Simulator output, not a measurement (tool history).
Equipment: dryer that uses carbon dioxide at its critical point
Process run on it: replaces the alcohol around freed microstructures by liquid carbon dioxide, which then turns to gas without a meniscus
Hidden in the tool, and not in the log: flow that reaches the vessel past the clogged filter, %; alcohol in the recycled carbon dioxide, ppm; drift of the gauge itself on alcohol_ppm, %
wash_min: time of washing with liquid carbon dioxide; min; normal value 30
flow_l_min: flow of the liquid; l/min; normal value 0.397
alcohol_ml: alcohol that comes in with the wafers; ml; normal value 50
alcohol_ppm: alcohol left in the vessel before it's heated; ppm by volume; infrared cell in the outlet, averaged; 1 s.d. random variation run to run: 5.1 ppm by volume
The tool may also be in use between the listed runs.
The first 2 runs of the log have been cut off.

run	hour	wash_min	flow_l_min	alcohol_ml	hours of work since the filter was changed	hours of work since the purifier's bed was changed	alcohol_ppm
3	104.1	28	0.397	50	57	443	235
4	173.8	28	0.397	50	108	494	305
5	210.9	28	0.397	50	136	522	338
6	254.1	28	0.397	50	168	554	389
# hour 262.6: inlet filter changed
7	299.4	31	0.397	50	27	587	197
8	335.3	31	0.397	50	54	613	212
9	378.1	30	0.318	50	86	645	499
10	408.5	30	0.318	50	108	667	529
11	469.1	30	0.318	50	153	712	632
# hour 497.9: inlet filter changed
12	529.8	46	0.397	50	24	757	188
13	585.3	46	0.397	50	65	798	190
14	639.5	46	0.397	50	105	838	208
15	680.9	46	0.397	50	136	869	213
16	727.2	30	0.576	50	170	903	219
# hour 734.2: inlet filter changed
17	779.7	36	0.397	50	34	941	250
18	837.1	36	0.397	50	76	984	265
19	874.3	28	0.397	50	104	1011	423
20	933.6	28	0.397	50	148	1055	461
# hour 967.2: inlet filter changed
21	986.2	19	0.397	111	14	1094	1743
22	1018.9	19	0.397	111	38	1118	1860
23	1050	46	0.43	35	61	1141	259
# hour 1093.4: purifier's bed changed
24	1119.4	46	0.43	35	111	19	13
25	1165	23	0.397	34	144	53	379
# hour 1204.1: inlet filter changed
26	1226.4	23	0.397	34	17	98	232

Run 27 is up next; what results do you expect?
27	1291.2	19	0.251	36	65	146	?

Run 27 produced alcohol_ppm 2162 ppm by volume.
Had the tool carried no hidden state, the very same run would have given alcohol_ppm 1823 ppm by volume.

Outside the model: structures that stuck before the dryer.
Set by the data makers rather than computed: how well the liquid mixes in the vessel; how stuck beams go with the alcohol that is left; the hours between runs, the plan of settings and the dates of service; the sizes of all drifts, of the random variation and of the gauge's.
